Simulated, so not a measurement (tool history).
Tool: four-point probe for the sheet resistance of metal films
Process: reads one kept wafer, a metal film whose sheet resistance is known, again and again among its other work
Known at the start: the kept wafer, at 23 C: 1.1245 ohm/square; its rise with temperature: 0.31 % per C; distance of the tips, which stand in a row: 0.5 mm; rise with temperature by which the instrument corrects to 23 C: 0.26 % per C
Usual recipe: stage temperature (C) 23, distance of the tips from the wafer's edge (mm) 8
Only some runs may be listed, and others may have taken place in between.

| run | day | stage temperature (C) | distance of the tips from the wafer's edge (mm) | sheet resistance as the instrument gives it (ohm/square) |
|---|---|---|---|---|
| 1 | 0 | 23 | 8 | 1.131409 |
| 2 | 0.771 | 23 | 8 | 1.131374 |
| 3 | 1.679 | 20 | 8 | 1.12949 |
| 4 | 2.304 | 20 | 8 | 1.129768 |
| 5 | 3.233 | 20 | 8 | 1.129829 |
| 6 | 3.808 | 20 | 8 | 1.129866 |
| 7 | 4.646 | 23 | 8 | 1.131685 |
| 8 | 5.517 | 23 | 8 | 1.131727 |
| 9 | 6.267 | 23 | 8 | 1.131541 |
| 10 | 6.992 | 23 | 8 | 1.132127 |
| 11 | 7.871 | 23 | 61 | 1.129878 |
| 12 | 8.358 | 23 | 61 | 1.129766 |
| 13 | 8.779 | 23 | 11 | 1.130989 |
| 14 | 9.671 | 23 | 8 | 1.13193 |
| 15 | 10.567 | 23 | 8 | 1.132082 |
| 16 | 11.046 | 23 | 8 | 1.132021 |
| 17 | 11.767 | 23 | 8 | 1.132126 |
| 18 | 12.275 | 23 | 8 | 1.132104 |
| 19 | 13.042 | 23 | 8 | 1.132651 |
| 20 | 13.475 | 23 | 8 | 1.132702 |
| 21 | 14.242 | 19 | 29 | 1.127537 |
| 22 | 15.188 | 19 | 29 | 1.127781 |
|  | 15.271 | stage's thermometer calibrated |
| 23 | 16.1 | 19 | 29 | 1.128187 |
| 24 | 16.662 | 35 | 6 | 1.141608 |
| 25 | 17.367 | 35 | 6 | 1.141993 |
|  | 18.004 | stage's thermometer calibrated, once more |
| 26 | 18.158 | 35 | 6 | 1.141358 |
| 27 | 18.804 | 20 | 7 | 1.13101 |
| 28 | 19.462 | 20 | 29 | 1.128307 |
| 29 | 20.196 | 25 | 21 | 1.131985 |
| 30 | 20.992 | 22 | 28 | 1.129747 |
| 31 | 21.846 | 34 | 5 | 1.143062 |
| 32 | 22.254 | 34 | 5 | 1.143141 |
| 33 | 22.808 | 34 | 5 | 1.143094 |
| 34 | 23.658 | 34 | 5 | 1.142521 |
| 35 | 24.646 | 22 | 8 | 1.132371 |
| 36 | 25.221 | 28 | 10 | 1.135188 |
| 37 | 25.971 | 28 | 10 | 1.135341 |
| 38 | 26.858 | 28 | 10 | 1.134939 |
| 39 | 27.446 | 25 | 3 | 1.148748 |

Pick out some run-to-run changes in sheet resistance as the instrument gives it (ohm/square). Of each, how much would a tool without hidden state show as well, from the settings, what came in and chance, and how much is left for the hidden state and any gauge scatter not in both results compared?
The hidden state here: inner tips' distance over the nominal, %; tips' flats over new ones', %; wafer's true temperature over the reading, C; drift of the gauge itself on sheet_ohm, %.
Run 22 -> 23: stage's thermometer calibrated. sheet resistance as the instrument gives it (ohm/square) +0.000406: hidden state +0.000178, all else +0.000228.
Run 23 -> 24: stage temperature (C) 19 -> 35, distance of the tips from the wafer's edge (mm) 29 -> 6. sheet resistance as the instrument gives it (ohm/square) +0.013421: hidden state +0.000091, all else +0.01333.
Run 25 -> 26: stage's thermometer calibrated, once more. sheet resistance as the instrument gives it (ohm/square) -0.000635: hidden state -0.000471, all else -0.000164.
Run 30 -> 31: stage temperature (C) 22 -> 34, distance of the tips from the wafer's edge (mm) 28 -> 5. sheet resistance as the instrument gives it (ohm/square) +0.013315: hidden state +0.000133, all else +0.013182.
Run 38 -> 39: stage temperature (C) 28 -> 25, distance of the tips from the wafer's edge (mm) 10 -> 3. sheet resistance as the instrument gives it (ohm/square) +0.013809: hidden state +0.000116, all else +0.013693.

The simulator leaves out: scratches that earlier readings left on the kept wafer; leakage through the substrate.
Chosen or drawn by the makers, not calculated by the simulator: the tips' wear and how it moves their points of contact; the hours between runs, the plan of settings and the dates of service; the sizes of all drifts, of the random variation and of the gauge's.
